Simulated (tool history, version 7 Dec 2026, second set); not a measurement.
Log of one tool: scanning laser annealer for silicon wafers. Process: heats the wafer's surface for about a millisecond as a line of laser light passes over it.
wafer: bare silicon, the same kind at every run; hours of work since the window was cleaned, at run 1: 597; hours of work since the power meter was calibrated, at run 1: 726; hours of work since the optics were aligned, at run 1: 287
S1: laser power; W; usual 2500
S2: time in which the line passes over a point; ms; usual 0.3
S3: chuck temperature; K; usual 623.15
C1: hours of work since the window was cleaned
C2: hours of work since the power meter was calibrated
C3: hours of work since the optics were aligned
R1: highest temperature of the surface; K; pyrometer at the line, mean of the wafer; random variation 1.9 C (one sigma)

run,hour,S1,S2,S3,C1,C2,C3,R1
1,0,2500,0.3,623.15,597,726,287,1342.15
2,42.6,2500,0.3,623.15,622,751,312,1342.15
3,117.4,2500,0.232,623.15,666,795,356,1253.15
4,162.7,2500,0.232,623.15,692,822,382,1255.15
5,210.2,2500,0.3,623.15,720,850,410,1334.15
# hour 233.7: window over the wafer cleaned
6,252.7,2500,0.3,623.15,11,874,434,1362.15
7,321.1,2500,0.3,623.15,51,914,474,1360.15
8,393.6,2341,0.3,623.15,94,956,517,1298.15
9,442.4,2500,0.3,623.15,123,985,546,1356.15
10,521.1,2500,0.3,623.15,169,1031,592,1350.15
11,564.4,2500,0.3,621.15,194,1057,617,1345.15
12,600.2,2500,0.3,621.15,215,1078,638,1347.15
13,638.2,2500,0.226,623.15,238,1100,661,1256.15
14,674.3,2500,0.3,623.15,259,1121,682,1344.15
15,741.4,2500,0.3,623.15,298,1161,721,1345.15
16,790.3,2500,0.3,623.15,327,1189,750,1342.15
17,851,2500,0.3,623.15,363,1225,786,1341.15
18,916.9,2500,0.362,623.15,401,1264,824,1408.15
19,997.2,2500,0.362,623.15,449,1311,871,1405.15
20,1065.6,2500,0.362,623.15,489,1351,912,1400.15
21,1140.7,2500,0.362,623.15,533,1395,956,1397.15
22,1200.3,2256,0.362,605.15,568,1430,991,1278.15
23,1254,2723,0.227,592.15,599,1462,1022,1278.15
24,1297.7,2197,0.316,660.15,625,1488,1048,1269.15
25,1370.5,2597,0.348,649.15,668,1530,1091,1437.15
26,1422.3,2597,0.348,649.15,698,1561,1121,1436.15
27,1459.6,2604,0.215,636.15,720,1583,1143,1262.15
# hour 1484.8: window over the wafer cleaned
28,1507.7,2138,0.213,620.15,13,1610,1170,1121.15
29,1579.7,2445,0.3,609.15,56,1652,1213,1308.15
30,1625.8,2310,0.234,649.15,83,1679,1240,1225.15
# hour 1644: optics aligned, line set to its width
31,1698.4,2191,0.239,649.15,123,1719,32,1204.15
32,1769.6,2252,0.3,623.15,164,1761,74,1264.15
33,1817.3,2197,0.212,594.15,192,1789,102,1115.15
34,1883.5,2197,0.283,594.15,231,1828,141,1192.15
35,1929.1,2345,0.256,585.15,258,1854,167,1204.15
36,1984.4,2396,0.296,647.15,291,1887,200,1329.15
37,2024.4,2632,0.211,623.15,314,1910,223,1279.15
38,2091.4,2500,0.33,661.15,353,1950,263,1420.15
39,2161.3,2500,0.212,623.15,395,1991,304,1231.15
40,2211.3,2653,0.353,647.15,424,2020,333,1484.15

4 ways to go on from here, each from the tool as it stands after run 40. What would each give?
A,2265.1,2586,0.212,630.15,456,2052,365,?
B,2265.1,2220,0.3,623.15,456,2052,365,?
C,2265.1,2734,0.225,654.15,456,2052,365,?
D,2265.1,2220,0.353,620.15,456,2052,365,?

run,R1
A,1263.15
B,1236.15
C,1356.15
D,1285.15
Without the tool's hidden state the same runs would have given:
run,R1
A,1293.15
B,1266.15
C,1390.15
D,1317.15
